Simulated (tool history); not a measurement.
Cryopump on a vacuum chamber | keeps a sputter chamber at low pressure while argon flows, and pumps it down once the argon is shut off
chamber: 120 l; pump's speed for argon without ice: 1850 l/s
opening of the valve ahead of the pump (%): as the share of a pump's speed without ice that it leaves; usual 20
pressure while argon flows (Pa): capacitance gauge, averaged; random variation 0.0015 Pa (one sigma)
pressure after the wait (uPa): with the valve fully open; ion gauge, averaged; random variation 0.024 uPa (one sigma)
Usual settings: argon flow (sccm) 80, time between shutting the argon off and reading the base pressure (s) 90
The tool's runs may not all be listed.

run	hour	argon flow (sccm)	time between shutting the argon off and reading the base pressure (s)	opening of the valve ahead of the pump (%)	pressure while argon flows (Pa)	pressure after the wait (uPa)
1	0.0	80	90	20	0.3789	2.57
2	45.7	80	90	20	0.3789	2.59
3	112.7	80	90	20	0.3758	2.69
# hour 164.8: leaking fittings of the chamber tightened, without venting
4	206.6	80	90	20	0.3770	0.96
5	257.5	80	90	20	0.3789	0.95
6	333.7	80	90	20	0.3814	0.99
7	405.2	101	90	20	0.4752	1.02
8	485.0	80	28	20	0.3803	2.59
9	575.3	80	90	20	0.3806	1.13
10	685.5	74	90	20	0.3546	1.19
# hour 728.8: pump warmed up, emptied and cooled again
11	753.2	74	90	20	0.3381	1.15
12	858.1	74	90	20	0.3408	1.20
13	931.6	74	90	20	0.3423	1.16
14	980.6	74	90	20	0.3427	1.24
15	1030.2	80	90	44	0.1709	1.28
16	1139.7	80	90	49	0.1535	1.28
17	1192.8	80	90	49	0.1533	1.32
18	1298.6	80	32	39	0.1935	2.70
19	1356.1	32	294	40	0.0755	0.93
20	1407.2	106	90	20	0.4938	1.45
21	1458.2	106	90	20	0.4905	1.43
22	1513.2	106	90	20	0.4962	1.52
23	1592.8	80	67	60	0.1308	1.79
24	1639.6	52	90	20	0.2423	1.55
25	1684.1	120	31	16	0.6961	2.96
26	1752.2	56	90	20	0.2630	1.65
27	1830.8	56	24	26	0.2037	3.56
28	1882.4	58	82	26	0.2115	1.76
29	1980.5	50	64	20	0.2370	2.07
30	2053.6	76	158	50	0.1507	1.50
31	2151.3	80	152	20	0.3763	1.56
32	2229.4	80	152	20	0.3777	1.65

Run 33 comes next. What will it give?
33	2314.4	80	152	20	?	?

Run 33 gave pressure while argon flows (Pa) 0.3814, pressure after the wait (uPa) 1.66.
Without the tool's hidden state the same run would have given pressure while argon flows (Pa) 0.3652, pressure after the wait (uPa) 0.58.
